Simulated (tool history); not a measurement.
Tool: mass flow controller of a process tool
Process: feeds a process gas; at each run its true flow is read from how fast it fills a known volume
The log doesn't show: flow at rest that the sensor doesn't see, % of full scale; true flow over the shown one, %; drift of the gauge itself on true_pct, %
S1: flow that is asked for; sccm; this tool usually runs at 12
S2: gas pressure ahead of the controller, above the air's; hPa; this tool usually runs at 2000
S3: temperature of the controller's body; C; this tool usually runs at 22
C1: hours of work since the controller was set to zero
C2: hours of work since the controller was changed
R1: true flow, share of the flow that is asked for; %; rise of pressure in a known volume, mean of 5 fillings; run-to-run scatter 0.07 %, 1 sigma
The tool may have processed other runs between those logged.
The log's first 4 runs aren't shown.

run	hour	S1	S2	S3	C1	C2	R1
5	334.8	12	2000	22	2449	2449	99.81
6	388.9	12	2000	22	2485	2485	99.81
7	461.6	12	2000	22	2534	2534	99.75
8	528.9	12	2000	22	2579	2579	99.84
9	610.8	3	2000	22	2634	2634	100.14
10	717.5	3	2000	22	2705	2705	100.12
11	792.1	3	2000	22	2755	2755	100.27
12	898.5	3	2000	22	2827	2827	100.32
13	1010.8	3	2000	22	2902	2902	100.43
14	1093.8	3	2000	22	2957	2957	100.41
15	1185.5	12	2290	22	3019	3019	99.86
16	1243.4	12	2290	28	3057	3057	99.17
17	1352.5	12	2290	28	3130	3130	99.38
18	1429.0	12	2290	28	3182	3182	99.28
19	1536.3	12	2000	22	3253	3253	100.16
20	1626.7	2	2310	36	3314	3314	100.33
21	1678.3	18	2180	23	3348	3348	100.66
22	1746.4	3	2320	21	3394	3394	100.72
23	1817.3	12	2380	28	3441	3441	99.27
24	1920.8	8	1850	31	3511	3511	99.06
25	2028.6	14	1630	29	3583	3583	99.99
26	2076.8	14	1690	33	3615	3615	99.56
27	2172.1	12	2760	20	3679	3679	99.96

Run 28, settings as shown, results not yet in. Your forecast:
28	2235.8	12	2760	20	3722	3722	?

R1: 99.86 %
Without the tool's hidden state the same run would have given R1 98.55 %.
